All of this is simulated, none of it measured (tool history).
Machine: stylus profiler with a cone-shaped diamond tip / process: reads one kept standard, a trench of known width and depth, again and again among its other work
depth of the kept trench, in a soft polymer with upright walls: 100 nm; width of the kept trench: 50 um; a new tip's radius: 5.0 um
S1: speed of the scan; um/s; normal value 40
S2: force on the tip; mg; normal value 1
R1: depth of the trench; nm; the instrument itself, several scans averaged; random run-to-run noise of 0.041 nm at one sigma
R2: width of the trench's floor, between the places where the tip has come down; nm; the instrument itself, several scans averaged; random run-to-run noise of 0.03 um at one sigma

run   hour   S1    S2      R1     R2
  1      0   40     1  100.44  47810
  2   14.5   91     1  100.38  47690
  3   31.6   40     1  100.37  47810
  4   44.2   52     1   100.4  47800
  5   53.9   52   0.9  100.29  47850
  6   65.3   52   0.9  100.41  47780
  7     73   52   0.9  100.35  47810
  8   90.8   52   0.9  100.36  47800
  9  109.1   52   0.9  100.29  47750
 10  125.9   40  1.33  100.52  47860
 11  136.9   40  1.33  100.45  47850
 12  144.4   40  1.33  100.45  47810
 13    162   40  0.97  100.34  47810
 14  180.2   40  0.97  100.29  47790
 15  195.8   40  0.97  100.39  47770
 16  214.1   20     1  100.37  47930
 17  228.4   20     1  100.36  47840
 18  237.2   20     1  100.31  47800
 19  249.3   20     1  100.36  47860
 20    266   11     1  100.24  47940
 21  282.8   11     1   100.4  47880
     284.6  -- height scale calibrated on a step standard
 22  296.7   69     1  100.27  47680
 23  311.2   40   1.4  100.41  47820
 24  319.4   40   1.4  100.49  47780
 25  335.8  100   0.7  100.23  47570
 26    348  151     1  100.32  47390
     359.6  -- height scale calibrated on a step standard, once more
 27  360.5   76  0.72  100.35  47630
 28  368.5   76  0.72  100.35  47620
 29  379.5   47  2.62  100.77  47800
 30  396.2  132  1.92  100.59  47620
 31  410.5  132  1.92   100.6  47590
 32  420.8  132  1.92  100.69  47540
 33  436.7   80  1.92  100.68  47710
 34  445.8   46  0.35  100.13  47620
 35  461.4   46  0.35  100.22  47650
 36  475.7   46  0.35  100.13  47660
 37  494.2   49  0.94  100.35  47720
 38  508.8   49  0.94  100.41  47720
 39  516.7  160  1.99  100.59  47490
 40  527.3   35  1.09   100.3  47730
 41    538   22  0.43  100.23  47740
 42  550.2   22  0.43  100.22  47750
 43  557.9   22  0.43  100.14  47760
 44  566.3  132  1.87  100.57  47560
 45  582.4  132  1.87  100.55  47530
 46  597.8  132  1.87  100.63  47510
 47  615.7   73  0.67   100.2  47540

Here are 3 independent what-if runs from the current tool condition. What would each one return?
  A  626.3  40  0.62   ?   ?
  B  626.3  78  1.23   ?   ?
  C  626.3  36   0.8   ?   ?

run      R1     R2
  A  100.23  47660
  B  100.43  47640
  C   100.3  47680
The same runs, with their run-to-run variation unchanged, on a tool lacking any hidden condition would have given:
run      R1     R2
  A  100.29  47820
  B  100.49  47810
  C  100.36  47850

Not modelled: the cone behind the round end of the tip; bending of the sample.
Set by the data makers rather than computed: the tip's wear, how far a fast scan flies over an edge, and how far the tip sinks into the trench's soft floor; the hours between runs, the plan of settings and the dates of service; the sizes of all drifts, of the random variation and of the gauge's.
